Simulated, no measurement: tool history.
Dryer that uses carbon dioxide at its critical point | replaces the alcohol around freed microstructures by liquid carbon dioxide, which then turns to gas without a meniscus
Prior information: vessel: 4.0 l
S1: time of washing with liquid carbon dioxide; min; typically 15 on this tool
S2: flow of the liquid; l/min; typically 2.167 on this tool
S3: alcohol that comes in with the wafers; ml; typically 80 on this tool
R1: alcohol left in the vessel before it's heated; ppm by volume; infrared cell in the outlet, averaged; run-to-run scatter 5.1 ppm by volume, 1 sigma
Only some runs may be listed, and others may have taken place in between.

| run | day | S1 | S2 | S3 | R1 |
|---|---|---|---|---|---|
| 1 | 0.000 | 15 | 2.167 | 80 | 159 |
|  | 0.483 | inlet filter changed |
| 2 | 0.592 | 15 | 2.167 | 80 | 117 |
| 3 | 0.938 | 15 | 2.167 | 80 | 118 |
| 4 | 1.238 | 15 | 2.167 | 80 | 121 |
| 5 | 1.638 | 15 | 2.167 | 80 | 126 |
| 6 | 2.033 | 15 | 2.167 | 80 | 128 |
| 7 | 2.304 | 15 | 2.167 | 80 | 115 |
| 8 | 2.562 | 15 | 2.167 | 63 | 122 |
| 9 | 3.083 | 15 | 2.167 | 63 | 109 |
| 10 | 3.633 | 15 | 2.167 | 63 | 113 |
| 11 | 3.933 | 15 | 2.167 | 63 | 113 |
| 12 | 4.408 | 15 | 2.180 | 63 | 113 |
| 13 | 4.708 | 15 | 2.600 | 80 | 85 |
| 14 | 5.025 | 15 | 2.600 | 80 | 86 |
| 15 | 5.488 | 12 | 2.167 | 76 | 270 |
| 16 | 5.988 | 12 | 2.167 | 76 | 261 |
| 17 | 6.329 | 18 | 2.830 | 27 | 71 |
| 18 | 6.754 | 14 | 3.660 | 27 | 63 |
| 19 | 7.171 | 14 | 3.660 | 27 | 74 |
| 20 | 7.617 | 15 | 2.167 | 52 | 119 |
| 21 | 8.112 | 11 | 1.760 | 58 | 583 |
| 22 | 8.354 | 11 | 1.760 | 58 | 588 |
| 23 | 8.688 | 20 | 3.330 | 110 | 68 |
| 24 | 8.962 | 20 | 2.230 | 64 | 95 |
| 25 | 9.417 | 15 | 2.167 | 52 | 125 |

What if the next run were any one of these 4? Each begins from the tool's condition after run 25:
| A | 9.767 | 15 | 2.460 | 32 | ? |
| B | 9.767 | 10 | 2.480 | 38 | ? |
| C | 9.767 | 15 | 3.080 | 52 | ? |
| D | 9.767 | 21 | 2.860 | 62 | ? |

| run | R1 |
|---|---|
| A | 89 |
| B | 205 |
| C | 86 |
| D | 77 |
Had the tool no hidden state, the same runs would have come out as:
| run | R1 |
|---|---|
| A | 13 |
| B | 115 |
| C | 12 |
| D | 2 |

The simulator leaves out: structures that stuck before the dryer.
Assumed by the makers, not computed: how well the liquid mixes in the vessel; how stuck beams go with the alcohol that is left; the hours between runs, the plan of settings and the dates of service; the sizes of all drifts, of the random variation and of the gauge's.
